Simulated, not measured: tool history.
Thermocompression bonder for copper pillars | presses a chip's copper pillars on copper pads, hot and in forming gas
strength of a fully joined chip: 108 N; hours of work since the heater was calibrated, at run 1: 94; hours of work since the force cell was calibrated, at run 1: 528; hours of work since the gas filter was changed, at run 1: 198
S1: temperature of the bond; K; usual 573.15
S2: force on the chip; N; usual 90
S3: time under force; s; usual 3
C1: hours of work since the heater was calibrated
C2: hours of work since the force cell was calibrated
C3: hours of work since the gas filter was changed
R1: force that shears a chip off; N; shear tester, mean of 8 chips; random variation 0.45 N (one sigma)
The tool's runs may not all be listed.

| run | day | S1 | S2 | S3 | C1 | C2 | C3 | R1 |
|---|---|---|---|---|---|---|---|---|
| 1 | 0 | 573.15 | 90 | 3 | 94 | 528 | 198 | 48.6 |
| 2 | 0.475 | 573.15 | 75 | 3 | 101 | 535 | 205 | 40.8 |
| 3 | 0.762 | 573.15 | 75 | 3 | 105 | 539 | 209 | 40.3 |
| 4 | 1.083 | 573.15 | 75 | 3 | 110 | 544 | 214 | 41.6 |
| 5 | 1.546 | 573.15 | 90 | 5 | 117 | 551 | 220 | 57.6 |
| 6 | 2.033 | 573.15 | 90 | 5 | 124 | 558 | 228 | 55.6 |
| 7 | 2.262 | 573.15 | 90 | 5 | 127 | 561 | 231 | 56.9 |
|  | 2.525 | forming gas filter changed |
| 8 | 2.75 | 573.15 | 90 | 6 | 134 | 568 | 3 | 64.2 |
| 9 | 3.1 | 573.15 | 90 | 3 | 139 | 573 | 8 | 51.4 |
| 10 | 3.354 | 573.15 | 90 | 3 | 143 | 577 | 12 | 50.7 |
| 11 | 3.554 | 571.15 | 90 | 3 | 146 | 580 | 15 | 49.2 |
|  | 3.654 | force cell calibrated |
| 12 | 3.875 | 573.15 | 133 | 2 | 149 | 3 | 19 | 59.8 |
| 13 | 4.321 | 589.15 | 90 | 3 | 156 | 10 | 25 | 58.6 |
| 14 | 4.579 | 601.15 | 90 | 2 | 160 | 13 | 29 | 56.4 |
| 15 | 5.012 | 601.15 | 90 | 2 | 166 | 20 | 35 | 56.6 |
| 16 | 5.408 | 594.15 | 126 | 3 | 172 | 26 | 41 | 76.9 |
| 17 | 5.658 | 594.15 | 126 | 3 | 175 | 29 | 45 | 75.8 |
|  | 5.796 | force cell calibrated, once more |
| 18 | 6.096 | 546.15 | 88 | 3 | 181 | 4 | 50 | 36.3 |
| 19 | 6.475 | 545.15 | 71 | 3 | 186 | 10 | 56 | 29.2 |
| 20 | 6.683 | 552.15 | 79 | 4 | 189 | 13 | 59 | 40.3 |

Forecast each of these 5 alternatives for the next run:
| A | 6.917 | 592.15 | 131 | 4 | 193 | 16 | 62 | ? |
| B | 6.917 | 596.15 | 86 | 4 | 193 | 16 | 62 | ? |
| C | 6.917 | 589.15 | 109 | 9 | 193 | 16 | 62 | ? |
| D | 6.917 | 552.15 | 79 | 2 | 193 | 16 | 62 | ? |
| E | 6.917 | 597.15 | 74 | 3 | 193 | 16 | 62 | ? |

| run | R1 |
|---|---|
| A | 82 |
| B | 65.8 |
| C | 87.3 |
| D | 30.4 |
| E | 53.6 |
Without the tool's hidden state the same runs would have given:
| run | R1 |
|---|---|
| A | 84.8 |
| B | 68.3 |
| C | 90.1 |
| D | 31.8 |
| E | 55.8 |
